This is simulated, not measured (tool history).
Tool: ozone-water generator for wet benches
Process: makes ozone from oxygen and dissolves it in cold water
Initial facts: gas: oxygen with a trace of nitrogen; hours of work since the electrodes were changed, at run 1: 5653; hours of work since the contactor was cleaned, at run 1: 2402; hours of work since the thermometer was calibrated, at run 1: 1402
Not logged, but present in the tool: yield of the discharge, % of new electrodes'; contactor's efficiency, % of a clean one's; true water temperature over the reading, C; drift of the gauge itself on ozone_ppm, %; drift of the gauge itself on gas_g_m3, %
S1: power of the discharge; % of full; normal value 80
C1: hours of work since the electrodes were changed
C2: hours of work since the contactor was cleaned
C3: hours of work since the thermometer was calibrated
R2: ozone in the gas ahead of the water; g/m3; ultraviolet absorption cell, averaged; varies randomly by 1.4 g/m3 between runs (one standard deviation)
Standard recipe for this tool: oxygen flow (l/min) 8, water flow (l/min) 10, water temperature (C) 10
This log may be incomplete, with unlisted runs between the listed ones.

run 1 hour=0 | S1=80 oxygen_flow_(l/min)=8 water_flow_(l/min)=10 water_temperature_(C)=10 | C1=5653 C2=2402 C3=1402 | dissolved_ozone_(ppm)=50.2 R2=231.7
run 2 hour=175.4 | S1=80 oxygen_flow_(l/min)=8 water_flow_(l/min)=10 water_temperature_(C)=10 | C1=5809 C2=2558 C3=1557 | dissolved_ozone_(ppm)=49.1 R2=233.2
run 3 hour=339.8 | S1=80 oxygen_flow_(l/min)=8 water_flow_(l/min)=10 water_temperature_(C)=10 | C1=5954 C2=2703 C3=1703 | dissolved_ozone_(ppm)=48.7 R2=230.5
run 4 hour=426.9 | S1=80 oxygen_flow_(l/min)=8 water_flow_(l/min)=10 water_temperature_(C)=10 | C1=6031 C2=2780 C3=1780 | dissolved_ozone_(ppm)=49 R2=231
run 5 hour=617.4 | S1=80 oxygen_flow_(l/min)=8 water_flow_(l/min)=10 water_temperature_(C)=10 | C1=6200 C2=2949 C3=1949 | dissolved_ozone_(ppm)=48.1 R2=228.6
run 6 hour=805 | S1=80 oxygen_flow_(l/min)=8 water_flow_(l/min)=10 water_temperature_(C)=7 | C1=6366 C2=3115 C3=2115 | dissolved_ozone_(ppm)=51.9 R2=226.9
run 7 hour=932.8 | S1=80 oxygen_flow_(l/min)=8 water_flow_(l/min)=10 water_temperature_(C)=10 | C1=6480 C2=3228 C3=2228 | dissolved_ozone_(ppm)=48.2 R2=227.9
run 8 hour=1125 | S1=80 oxygen_flow_(l/min)=8 water_flow_(l/min)=10 water_temperature_(C)=10 | C1=6650 C2=3399 C3=2398 | dissolved_ozone_(ppm)=48.1 R2=226.6
run 9 hour=1248.1 | S1=80 oxygen_flow_(l/min)=11.08 water_flow_(l/min)=10 water_temperature_(C)=10 | C1=6759 C2=3508 C3=2507 | dissolved_ozone_(ppm)=43.7 R2=188.5
-- hour=1311.6 contactor cleaned
run 10 hour=1438.6 | S1=45 oxygen_flow_(l/min)=6.63 water_flow_(l/min)=10 water_temperature_(C)=12 | C1=6924 C2=112 C3=2673 | dissolved_ozone_(ppm)=31.4 R2=161.1
run 11 hour=1591.5 | S1=43 oxygen_flow_(l/min)=12.71 water_flow_(l/min)=10 water_temperature_(C)=10 | C1=7059 C2=248 C3=2808 | dissolved_ozone_(ppm)=26.7 R2=107.1
run 12 hour=1705.3 | S1=43 oxygen_flow_(l/min)=12.71 water_flow_(l/min)=10 water_temperature_(C)=10 | C1=7160 C2=349 C3=2909 | dissolved_ozone_(ppm)=26.7 R2=107.9
-- hour=1891.3 water thermometer calibrated
run 13 hour=1895.7 | S1=80 oxygen_flow_(l/min)=9.28 water_flow_(l/min)=7 water_temperature_(C)=10 | C1=7328 C2=517 C3=4 | dissolved_ozone_(ppm)=55.3 R2=206.2
run 14 hour=1992.6 | S1=95 oxygen_flow_(l/min)=8 water_flow_(l/min)=10 water_temperature_(C)=10 | C1=7414 C2=603 C3=90 | dissolved_ozone_(ppm)=55.5 R2=255.9
run 15 hour=2153.1 | S1=78 oxygen_flow_(l/min)=11.37 water_flow_(l/min)=7 water_temperature_(C)=12 | C1=7556 C2=745 C3=232 | dissolved_ozone_(ppm)=47.8 R2=179
run 16 hour=2248.2 | S1=40 oxygen_flow_(l/min)=11.37 water_flow_(l/min)=7 water_temperature_(C)=13 | C1=7640 C2=829 C3=316 | dissolved_ozone_(ppm)=27.8 R2=107.7
run 17 hour=2376.9 | S1=80 oxygen_flow_(l/min)=11.92 water_flow_(l/min)=8 water_temperature_(C)=8 | C1=7754 C2=943 C3=430 | dissolved_ozone_(ppm)=50.5 R2=176.4
run 18 hour=2570.1 | S1=80 oxygen_flow_(l/min)=7.76 water_flow_(l/min)=14 water_temperature_(C)=9 | C1=7925 C2=1114 C3=601 | dissolved_ozone_(ppm)=39.8 R2=225.6

Forecast each of these 5 alternatives for the next run:
run A hour=2656.9 | S1=80 oxygen_flow_(l/min)=12.59 water_flow_(l/min)=7 water_temperature_(C)=9 | C1=8002 C2=1191 C3=678 | dissolved_ozone_(ppm)=? R2=?
run B hour=2656.9 | S1=99 oxygen_flow_(l/min)=5.88 water_flow_(l/min)=13 water_temperature_(C)=10 | C1=8002 C2=1191 C3=678 | dissolved_ozone_(ppm)=? R2=?
run C hour=2656.9 | S1=41 oxygen_flow_(l/min)=14.36 water_flow_(l/min)=15 water_temperature_(C)=9 | C1=8002 C2=1191 C3=678 | dissolved_ozone_(ppm)=? R2=?
run D hour=2656.9 | S1=80 oxygen_flow_(l/min)=5.68 water_flow_(l/min)=9 water_temperature_(C)=9 | C1=8002 C2=1191 C3=678 | dissolved_ozone_(ppm)=? R2=?
run E hour=2656.9 | S1=80 oxygen_flow_(l/min)=7.76 water_flow_(l/min)=14 water_temperature_(C)=5 | C1=8002 C2=1191 C3=678 | dissolved_ozone_(ppm)=? R2=?

run=A dissolved_ozone_(ppm)=50.3 R2=170.8
run=B dissolved_ozone_(ppm)=49.9 R2=311.2
run=C dissolved_ozone_(ppm)=20.7 R2=96.3
run=D dissolved_ozone_(ppm)=55.3 R2=268.3
run=E dissolved_ozone_(ppm)=42.9 R2=224.2
Without the tool's unlogged condition, the same runs would have read:
run=A dissolved_ozone_(ppm)=58.5 R2=196.8
run=B dissolved_ozone_(ppm)=59.5 R2=366.5
run=C dissolved_ozone_(ppm)=22.6 R2=103.6
run=D dissolved_ozone_(ppm)=64.4 R2=309.2
run=E dissolved_ozone_(ppm)=50.1 R2=258.4
